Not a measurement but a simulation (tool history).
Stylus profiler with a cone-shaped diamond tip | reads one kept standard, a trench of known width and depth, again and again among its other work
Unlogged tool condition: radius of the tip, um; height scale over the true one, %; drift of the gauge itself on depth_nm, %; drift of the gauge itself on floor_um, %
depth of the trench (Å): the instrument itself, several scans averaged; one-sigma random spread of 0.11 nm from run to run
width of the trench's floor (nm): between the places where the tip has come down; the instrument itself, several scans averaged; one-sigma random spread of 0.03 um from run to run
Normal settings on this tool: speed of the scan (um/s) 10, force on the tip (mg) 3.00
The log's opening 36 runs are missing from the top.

run   hour  speed of the scan (um/s)  force on the tip (mg)  scans with this tip  hours of work since the height scale was calibrated  depth of the trench (Å)  width of the trench's floor (nm)
 37  375.5                        27                   3.00                 3587                                                  567                   2032.7                             97140
 38  388.4                        27                   3.00                 3638                                                  575                   2032.8                             97090
 39  401.8                        15                   1.05                 3691                                                  584                   2015.1                             97110
 40  416.5                         2                   1.41                 3748                                                  593                   2018.2                             97180
 41  427.8                         4                   3.73                 3793                                                  600                   2038.8                             97170
 42  440.3                         7                   2.69                 3842                                                  608                   2029.1                             97150
 43  453.0                         3                   2.69                 3892                                                  615                   2029.6                             97130
 44  466.6                        30                   4.81                 3946                                                  624                   2043.8                             97090
 45  479.1                        30                   4.81                 3995                                                  632                   2043.4                             97090

Run 46 comes next. What will it give?
 46  493.9                        30                   6.70                 4053                                                  641                        ?                                 ?

depth of the trench (Å): 2054.9
width of the trench's floor (nm): 97060
With no hidden state in the tool, this same run would have given depth of the trench (Å) 2054.9, width of the trench's floor (nm) 97060.

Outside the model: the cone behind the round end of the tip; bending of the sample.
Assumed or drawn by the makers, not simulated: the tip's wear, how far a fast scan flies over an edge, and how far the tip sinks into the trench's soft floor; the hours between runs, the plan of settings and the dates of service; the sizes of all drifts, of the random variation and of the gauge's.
